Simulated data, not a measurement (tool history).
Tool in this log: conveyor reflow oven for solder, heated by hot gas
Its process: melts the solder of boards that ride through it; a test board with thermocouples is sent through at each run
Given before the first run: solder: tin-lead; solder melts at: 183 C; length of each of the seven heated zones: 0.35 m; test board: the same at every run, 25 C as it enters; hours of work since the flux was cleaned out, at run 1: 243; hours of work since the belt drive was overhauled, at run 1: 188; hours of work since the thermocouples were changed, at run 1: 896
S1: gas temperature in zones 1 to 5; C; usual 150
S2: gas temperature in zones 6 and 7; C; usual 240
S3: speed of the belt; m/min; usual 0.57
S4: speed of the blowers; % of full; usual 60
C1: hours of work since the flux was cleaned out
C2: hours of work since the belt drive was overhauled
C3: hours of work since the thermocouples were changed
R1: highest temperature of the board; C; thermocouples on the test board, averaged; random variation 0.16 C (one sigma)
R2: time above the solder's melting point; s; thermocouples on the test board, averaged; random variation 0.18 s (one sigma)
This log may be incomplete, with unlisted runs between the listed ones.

Run 1, hour 0: usual settings; C1 243; C2 188; C3 896. Result: R1 226.1 C, R2 65.7 s.
Run 2, hour 10.7: usual settings; C1 248; C2 193; C3 901. Result: R1 226.1 C, R2 65.8 s.
Run 3, hour 15.7: usual settings; C1 251; C2 196; C3 904. Result: R1 226.4 C, R2 65.4 s.
Run 4, hour 26.1: usual settings; C1 255; C2 201; C3 909. Result: R1 226.3 C, R2 65.9 s.
Run 5, hour 34.1: usual settings; C1 259; C2 204; C3 912. Result: R1 226.3 C, R2 65.7 s.
Run 6, hour 44.1: usual settings but S2 241 C; C1 264; C2 209; C3 917. Result: R1 227.2 C, R2 66.2 s.
Run 7, hour 51.7: usual settings; C1 268; C2 213; C3 921. Result: R1 226.6 C, R2 65.9 s.
Run 8, hour 63.5: usual settings but S3 0.667 m/min; C1 273; C2 218; C3 926. Result: R1 221.5 C, R2 52.9 s.
Run 9, hour 71.5: usual settings but S2 234 C; C1 277; C2 222; C3 930. Result: R1 221.1 C, R2 62.4 s.
Run 10, hour 79.9: usual settings but S2 234 C; C1 281; C2 226; C3 934. Result: R1 221.1 C, R2 62.6 s.
Run 11, hour 87.7: usual settings but S2 234 C; C1 284; C2 230; C3 938. Result: R1 220.8 C, R2 62.4 s.
Run 12, hour 93.5: usual settings but S2 230 C; C1 287; C2 232; C3 940. Result: R1 217.7 C, R2 60.2 s.
Run 13, hour 103.3: usual settings but S2 239 C; C1 292; C2 237; C3 945. Result: R1 225.6 C, R2 65 s.
Run 14, hour 115: usual settings; C1 297; C2 243; C3 950. Result: R1 226.4 C, R2 66.1 s.
Run 15, hour 126.4: usual settings; C1 303; C2 248; C3 956. Result: R1 226.3 C, R2 65.7 s.
Run 16, hour 134: usual settings; C1 306; C2 251; C3 959. Result: R1 226.3 C, R2 65.5 s.
Run 17, hour 139.4: usual settings; C1 309; C2 254; C3 962. Result: R1 226.1 C, R2 65.6 s.
Run 18, hour 151.3: usual settings but S1 157 C, S4 82 % of full; C1 314; C2 260; C3 968. Result: R1 231.5 C, R2 71 s.
Run 19, hour 161: usual settings but S1 157 C, S4 82 % of full; C1 319; C2 264; C3 972. Result: R1 231.5 C, R2 70.8 s.
Run 20, hour 168.5: usual settings but S1 157 C, S4 82 % of full; C1 323; C2 268; C3 976. Result: R1 231.4 C, R2 71.3 s.
Run 21, hour 174.4: usual settings but S1 160 C, S4 58 % of full; C1 325; C2 271; C3 978. Result: R1 227.4 C, R2 70.6 s.

Expected results for the next run?
Run 22, hour 179.7: usual settings but S1 160 C, S3 0.612 m/min, S4 58 % of full; C1 328; C2 273; C3 981. Result: R1 ?, R2 ?.

R1: 225.3 C
R2: 64.4 s
If the tool had no hidden condition, the same run with the same run-to-run variation would have returned R1 225.3 C, R2 64.4 s.
